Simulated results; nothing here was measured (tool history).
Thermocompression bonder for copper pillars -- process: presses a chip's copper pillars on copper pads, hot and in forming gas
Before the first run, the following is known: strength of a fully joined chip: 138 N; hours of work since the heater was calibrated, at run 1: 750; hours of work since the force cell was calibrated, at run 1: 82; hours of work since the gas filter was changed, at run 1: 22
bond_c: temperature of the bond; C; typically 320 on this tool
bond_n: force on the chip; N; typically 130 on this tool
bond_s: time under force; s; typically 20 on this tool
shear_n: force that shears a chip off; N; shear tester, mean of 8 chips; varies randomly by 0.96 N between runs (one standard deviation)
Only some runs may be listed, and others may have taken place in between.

| run | hour | bond_c | bond_n | bond_s | hours of work since the heater was calibrated | hours of work since the force cell was calibrated | hours of work since the gas filter was changed | shear_n |
|---|---|---|---|---|---|---|---|---|
| 1 | 0 | 320 | 130 | 20 | 750 | 82 | 22 | 83 |
| 2 | 22.7 | 320 | 130 | 20 | 760 | 92 | 32 | 79.7 |
| 3 | 54.3 | 320 | 130 | 20 | 774 | 106 | 47 | 82.1 |
| 4 | 77.6 | 320 | 130 | 20 | 785 | 117 | 57 | 82.4 |
| 5 | 107.6 | 320 | 130 | 20 | 798 | 130 | 71 | 81.5 |
| 6 | 122.2 | 320 | 130 | 20 | 805 | 137 | 78 | 82.6 |
| 7 | 141.2 | 320 | 130 | 20 | 814 | 146 | 86 | 80.3 |
| 8 | 173.3 | 320 | 130 | 20 | 828 | 160 | 101 | 82.9 |
| 9 | 193.2 | 320 | 116 | 20 | 837 | 169 | 110 | 79.6 |
| 10 | 223.5 | 320 | 116 | 20 | 851 | 183 | 123 | 78.1 |
| 11 | 248.7 | 291 | 130 | 20 | 862 | 194 | 135 | 57.6 |
| 12 | 262.5 | 320 | 130 | 11 | 869 | 201 | 141 | 68.2 |
| 13 | 285.5 | 320 | 130 | 11 | 879 | 211 | 152 | 67.9 |
| 14 | 309.6 | 320 | 130 | 20 | 890 | 222 | 162 | 81.5 |
| 15 | 331.4 | 320 | 130 | 20 | 900 | 232 | 172 | 81.5 |
| 16 | 362.4 | 320 | 130 | 20 | 914 | 246 | 186 | 81 |
| 17 | 386.5 | 320 | 130 | 20 | 925 | 257 | 197 | 81.7 |
| 18 | 408.5 | 320 | 130 | 20 | 935 | 267 | 207 | 83.2 |
| 19 | 429.9 | 320 | 130 | 20 | 944 | 276 | 217 | 81.1 |
| 20 | 446 | 320 | 130 | 20 | 952 | 284 | 224 | 81.8 |
| 21 | 471.2 | 320 | 130 | 20 | 963 | 295 | 236 | 80.8 |
| 22 | 500.9 | 315 | 116 | 20 | 977 | 308 | 249 | 73.4 |
| 23 | 525.8 | 315 | 116 | 20 | 988 | 320 | 260 | 74.4 |
| 24 | 557.8 | 325 | 81 | 20 | 1002 | 334 | 275 | 70.2 |
| 25 | 589.8 | 325 | 81 | 20 | 1017 | 349 | 289 | 71.3 |
| 26 | 612.9 | 317 | 81 | 14 | 1027 | 359 | 300 | 55.8 |
|  | 642.9 | heater calibrated with a thermocouple chip |
| 27 | 642.9 | 340 | 85 | 20 | 0 | 372 | 313 | 83 |
| 28 | 664.1 | 320 | 130 | 24 | 10 | 382 | 322 | 86.8 |
| 29 | 689.9 | 320 | 132 | 28 | 21 | 393 | 334 | 92.6 |
| 30 | 713 | 301 | 165 | 28 | 32 | 404 | 344 | 82.2 |
|  | 726.8 | forming gas filter changed |
| 31 | 738.2 | 301 | 165 | 28 | 43 | 415 | 5 | 81.8 |
| 32 | 754.8 | 313 | 130 | 10 | 50 | 422 | 13 | 59.8 |
| 33 | 784.8 | 339 | 136 | 20 | 64 | 436 | 26 | 98.5 |
| 34 | 805.1 | 327 | 120 | 15 | 73 | 445 | 35 | 78.9 |
| 35 | 830.1 | 320 | 127 | 20 | 85 | 457 | 47 | 79.4 |
| 36 | 860.3 | 327 | 157 | 21 | 98 | 470 | 60 | 94.7 |
| 37 | 888.1 | 349 | 170 | 21 | 111 | 483 | 73 | 111 |
| 38 | 902.7 | 320 | 98 | 29 | 117 | 489 | 80 | 82.7 |

Here are 3 independent what-if runs from the current tool condition. What would each one return?
| A | 932.8 | 320 | 155 | 29 | 131 | 503 | 93 | ? |
| B | 932.8 | 310 | 105 | 22 | 131 | 503 | 93 | ? |
| C | 932.8 | 320 | 144 | 20 | 131 | 503 | 93 | ? |

| run | shear_n |
|---|---|
| A | 96.8 |
| B | 70 |
| C | 85.2 |
What these runs would have given with no unlogged condition in the tool:
| run | shear_n |
|---|---|
| A | 97 |
| B | 70.1 |
| C | 85.3 |
